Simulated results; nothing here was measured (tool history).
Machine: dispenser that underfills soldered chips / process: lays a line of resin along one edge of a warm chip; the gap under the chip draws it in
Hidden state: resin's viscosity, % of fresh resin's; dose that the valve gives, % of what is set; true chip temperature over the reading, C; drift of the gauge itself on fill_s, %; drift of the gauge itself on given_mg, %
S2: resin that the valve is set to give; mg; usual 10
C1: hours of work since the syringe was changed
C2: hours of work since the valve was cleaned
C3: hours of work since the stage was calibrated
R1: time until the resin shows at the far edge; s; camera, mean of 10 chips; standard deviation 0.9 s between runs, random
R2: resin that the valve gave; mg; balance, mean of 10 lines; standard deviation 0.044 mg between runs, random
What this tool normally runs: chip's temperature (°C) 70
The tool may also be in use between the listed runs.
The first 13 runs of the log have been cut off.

At hour 130.6: new syringe of resin.
At hour 137.5: dispensing valve cleaned and set on the balance.
Run 14, hour 140.7: usual settings but chip's temperature (°C) 62; C1 7; C2 2; C3 170. Result: R1 198.2 s, R2 9.98 mg.
At hour 145.5: new syringe of resin.
Run 15, hour 149.7: usual settings; C1 3; C2 9; C3 177. Result: R1 110.1 s, R2 10 mg.
At hour 159.4: new syringe of resin.
Run 16, hour 162.2: usual settings but S2 10.5 mg; C1 2; C2 18; C3 186. Result: R1 105.8 s, R2 10.42 mg.
Run 17, hour 171.5: usual settings but S2 11.9 mg; C1 9; C2 25; C3 193. Result: R1 179.8 s, R2 11.8 mg.
At hour 173.5: new syringe of resin.
Run 18, hour 183.2: usual settings but chip's temperature (°C) 63, S2 10.7 mg; C1 7; C2 34; C3 202. Result: R1 193.4 s, R2 10.53 mg.
At hour 187.5: new syringe of resin.
Run 19, hour 191.5: usual settings but chip's temperature (°C) 83, S2 9.1 mg; C1 3; C2 40; C3 208. Result: R1 74.6 s, R2 8.93 mg.
At hour 201.7: new syringe of resin.
At hour 206: dispensing valve cleaned and set on the balance.
Run 20, hour 206.7: usual settings but chip's temperature (°C) 83, S2 9.1 mg; C1 3; C2 1; C3 218. Result: R1 73.5 s, R2 9.22 mg.
Run 21, hour 215.3: usual settings but chip's temperature (°C) 55; C1 10; C2 7; C3 225. Result: R1 314.5 s, R2 10.01 mg.
At hour 216.9: new syringe of resin.
Run 22, hour 223.9: usual settings but chip's temperature (°C) 62, S2 12.4 mg; C1 5; C2 13; C3 231. Result: R1 172.5 s, R2 12.43 mg.
At hour 230.9: new syringe of resin.
Run 23, hour 231.3: usual settings but chip's temperature (°C) 81, S2 11.9 mg; C1 0; C2 19; C3 236. Result: R1 63.4 s, R2 11.93 mg.
Run 24, hour 242.4: usual settings but chip's temperature (°C) 81, S2 11.9 mg; C1 9; C2 27; C3 245. Result: R1 122.7 s, R2 11.88 mg.
At hour 245.2: new syringe of resin.
Run 25, hour 255.6: usual settings but chip's temperature (°C) 81, S2 11.9 mg; C1 8; C2 37; C3 255. Result: R1 116.4 s, R2 11.75 mg.
At hour 258.7: new syringe of resin.
Run 26, hour 266.7: usual settings but chip's temperature (°C) 73, S2 9.8 mg; C1 6; C2 45; C3 263. Result: R1 132.6 s, R2 9.66 mg.
At hour 272.3: new syringe of resin.
At hour 275.3: dispensing valve cleaned and set on the balance.
Run 27, hour 280: usual settings but chip's temperature (°C) 83, S2 10.8 mg; C1 5; C2 4; C3 272. Result: R1 85.4 s, R2 10.77 mg.
At hour 287.1: new syringe of resin.
Run 28, hour 290.8: usual settings but chip's temperature (°C) 83, S2 10.8 mg; C1 3; C2 12; C3 280. Result: R1 72.1 s, R2 10.77 mg.
At hour 301.3: new syringe of resin.
Run 29, hour 304.5: usual settings but chip's temperature (°C) 83, S2 9.4 mg; C1 2; C2 22; C3 290. Result: R1 69.1 s, R2 9.33 mg.
Run 30, hour 313.1: usual settings but chip's temperature (°C) 68, S2 12.1 mg; C1 9; C2 28; C3 297. Result: R1 189.5 s, R2 11.95 mg.

The next listed run, before its measurement:
At hour 315.6: new syringe of resin.
At hour 318.9: stage's temperature calibrated.
Run 31, hour 325.2: usual settings but chip's temperature (°C) 79, S2 11.2 mg; C1 7; C2 36; C3 5. Result: R1 ?, R2 ?.

R1: 106.2 s
R2: 11 mg
With no hidden state in the tool, this same run would have given R1 64.4 s, R2 11.19 mg.
